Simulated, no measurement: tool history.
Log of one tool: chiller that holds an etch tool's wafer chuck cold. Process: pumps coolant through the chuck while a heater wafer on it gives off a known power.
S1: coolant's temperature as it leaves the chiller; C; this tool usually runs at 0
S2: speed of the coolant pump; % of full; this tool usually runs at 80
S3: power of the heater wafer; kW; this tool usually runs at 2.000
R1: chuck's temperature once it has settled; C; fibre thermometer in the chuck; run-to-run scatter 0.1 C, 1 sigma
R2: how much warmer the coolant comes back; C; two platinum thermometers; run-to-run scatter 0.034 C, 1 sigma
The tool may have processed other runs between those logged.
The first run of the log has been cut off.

run 2 hour=24.8 | S1=0 S2=80 S3=2.000 | R1=12.2 R2=5.43
run 3 hour=53.1 | S1=0 S2=80 S3=2.000 | R1=12.4 R2=5.53
run 4 hour=78.2 | S1=0 S2=80 S3=2.000 | R1=12.3 R2=5.47
run 5 hour=102.4 | S1=0 S2=80 S3=2.882 | R1=17.7 R2=7.96
run 6 hour=130.9 | S1=0 S2=80 S3=1.731 | R1=10.8 R2=4.77
run 7 hour=168.8 | S1=0 S2=80 S3=1.731 | R1=10.7 R2=4.71
run 8 hour=186.8 | S1=0 S2=76 S3=2.000 | R1=12.8 R2=5.78
run 9 hour=212.1 | S1=0 S2=76 S3=2.000 | R1=12.8 R2=5.76
run 10 hour=247.2 | S1=0 S2=76 S3=2.000 | R1=12.9 R2=5.77
run 11 hour=279.5 | S1=0 S2=76 S3=2.000 | R1=12.9 R2=5.69
run 12 hour=309.3 | S1=0 S2=76 S3=2.000 | R1=12.9 R2=5.69
run 13 hour=341.4 | S1=0 S2=76 S3=2.000 | R1=12.9 R2=5.70
run 14 hour=360.9 | S1=-1 S2=80 S3=2.000 | R1=11.3 R2=5.35
run 15 hour=376.5 | S1=-1 S2=80 S3=2.000 | R1=11.4 R2=5.34
run 16 hour=411.8 | S1=0 S2=65 S3=2.000 | R1=14.7 R2=6.80

Estimate the outcome of run 17 from the log above:
run 17 hour=442.5 | S1=4 S2=69 S3=1.733 | R1=? R2=?

{"run 17": {"R1": 16.0, "R2": 5.48}}
Had the tool carried no hidden state, the very same run would have given R1 16.0 C, R2 5.64 C.

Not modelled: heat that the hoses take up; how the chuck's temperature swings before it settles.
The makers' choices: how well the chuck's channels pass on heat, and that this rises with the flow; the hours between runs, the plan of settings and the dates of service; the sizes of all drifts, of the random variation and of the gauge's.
